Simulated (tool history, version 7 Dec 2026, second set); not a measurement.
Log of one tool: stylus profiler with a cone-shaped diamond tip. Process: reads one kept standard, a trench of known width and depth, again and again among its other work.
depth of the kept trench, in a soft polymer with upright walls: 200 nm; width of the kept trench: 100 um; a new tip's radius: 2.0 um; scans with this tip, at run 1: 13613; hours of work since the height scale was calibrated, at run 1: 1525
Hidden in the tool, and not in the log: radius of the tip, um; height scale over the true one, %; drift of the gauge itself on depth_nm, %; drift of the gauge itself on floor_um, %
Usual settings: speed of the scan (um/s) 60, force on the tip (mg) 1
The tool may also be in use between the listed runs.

| run | hour | speed of the scan (um/s) | force on the tip (mg) | scans with this tip | hours of work since the height scale was calibrated | depth of the trench (nm) | width of the trench's floor (nm) |
|---|---|---|---|---|---|---|---|
| 1 | 0 | 60 | 1 | 13613 | 1525 | 200.04 | 97450 |
| 2 | 40 | 60 | 1 | 13808 | 1547 | 200.12 | 97500 |
| 3 | 98.5 | 60 | 1 | 14094 | 1579 | 200.03 | 97470 |
| 4 | 165.5 | 60 | 1 | 14421 | 1616 | 200.03 | 97500 |
| 5 | 247.1 | 60 | 0.69 | 14819 | 1660 | 199.86 | 97390 |
| 6 | 287.7 | 60 | 0.69 | 15017 | 1683 | 199.9 | 97330 |
| 7 | 335.6 | 60 | 0.69 | 15251 | 1709 | 199.8 | 97350 |
| 8 | 386.3 | 226 | 1 | 15498 | 1737 | 200.08 | 96250 |
| 9 | 426.7 | 43 | 1 | 15695 | 1759 | 200.06 | 97540 |
| 10 | 466.4 | 43 | 1 | 15889 | 1780 | 200.01 | 97590 |
| 11 | 527.2 | 43 | 1 | 16186 | 1814 | 199.94 | 97480 |
| 12 | 602.3 | 60 | 2.95 | 16552 | 1855 | 200.66 | 97540 |
| 13 | 681.2 | 126 | 0.53 | 16938 | 1898 | 199.85 | 96600 |
| 14 | 718.1 | 126 | 0.53 | 17117 | 1918 | 199.75 | 96610 |
| 15 | 767.7 | 126 | 0.53 | 17360 | 1945 | 199.67 | 96600 |
| 16 | 831.3 | 57 | 2.3 | 17670 | 1980 | 200.47 | 97500 |
|  | 839.3 | height scale calibrated on a step standard |
| 17 | 869.8 | 57 | 2.3 | 17855 | 17 | 200.13 | 97450 |
| 18 | 921.6 | 16 | 0.47 | 18108 | 45 | 199.37 | 97600 |
| 19 | 958.2 | 16 | 0.47 | 18287 | 65 | 199.32 | 97550 |
| 20 | 999.9 | 228 | 1.13 | 18490 | 88 | 199.62 | 96290 |
|  | 1008 | height scale calibrated on a step standard, once more |
| 21 | 1042.3 | 174 | 2.5 | 18695 | 19 | 201.34 | 97020 |
| 22 | 1089.2 | 48 | 0.79 | 18923 | 44 | 200.66 | 97410 |
| 23 | 1128.4 | 48 | 0.79 | 19115 | 66 | 200.69 | 97320 |
| 24 | 1218.8 | 22 | 0.42 | 19556 | 115 | 200.48 | 97460 |

Forecast each of these 3 alternatives for the next run:
| A | 1277.8 | 23 | 0.77 | 19844 | 148 | ? | ? |
| B | 1277.8 | 60 | 0.34 | 19844 | 148 | ? | ? |
| C | 1277.8 | 53 | 0.47 | 19844 | 148 | ? | ? |

| run | depth of the trench (nm) | width of the trench's floor (nm) |
|---|---|---|
| A | 200.58 | 97530 |
| B | 200.46 | 97000 |
| C | 200.51 | 97180 |
Without the tool's hidden state the same runs would have given:
| run | depth of the trench (nm) | width of the trench's floor (nm) |
|---|---|---|
| A | 200.52 | 98090 |
| B | 200.4 | 97570 |
| C | 200.46 | 97750 |

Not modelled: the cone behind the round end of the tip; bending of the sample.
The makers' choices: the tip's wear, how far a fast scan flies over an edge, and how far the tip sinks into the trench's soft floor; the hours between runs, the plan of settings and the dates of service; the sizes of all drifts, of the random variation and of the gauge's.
